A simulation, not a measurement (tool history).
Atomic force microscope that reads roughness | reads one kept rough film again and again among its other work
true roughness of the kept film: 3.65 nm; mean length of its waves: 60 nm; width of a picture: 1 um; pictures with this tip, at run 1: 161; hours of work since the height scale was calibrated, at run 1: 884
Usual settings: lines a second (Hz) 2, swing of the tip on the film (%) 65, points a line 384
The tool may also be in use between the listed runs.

run   hour  lines a second (Hz)  swing of the tip on the film (%)  points a line  pictures with this tip  hours of work since the height scale was calibrated  roughness of the kept film (nm (root mean square))
  1      0                    2                                65            384                     161                                                  884                                               3.188
  2   21.5                    2                                65            669                     201                                                  898                                               3.182
  3   54.9                    2                                65            669                     261                                                  919                                               3.178
      73.8  -- new tip fitted
  4   77.8                 3.26                                65            384                       7                                                  934                                               3.163
  5  102.9                 3.26                                69            384                      53                                                  949                                               3.061
  6  129.5                 3.26                                69            384                     101                                                  966                                               3.051
  7  156.9                 3.26                                61            384                     151                                                  984                                               3.178
  8  175.8                 0.82                                71            588                     185                                                  996                                               3.245
  9    210                 0.84                                79            384                     248                                                 1018                                               3.158
 10    230                 0.84                                79            384                     284                                                 1030                                               3.121

Run 11 comes next. What will it give?
     235.5  -- new tip fitted
 11  250.6                  0.6                                58            421                      27                                                 1043                                                   ?

roughness of the kept film (nm (root mean square)): 3.409
Without the tool's hidden state the same run would have given roughness of the kept film (nm (root mean square)) 3.457.

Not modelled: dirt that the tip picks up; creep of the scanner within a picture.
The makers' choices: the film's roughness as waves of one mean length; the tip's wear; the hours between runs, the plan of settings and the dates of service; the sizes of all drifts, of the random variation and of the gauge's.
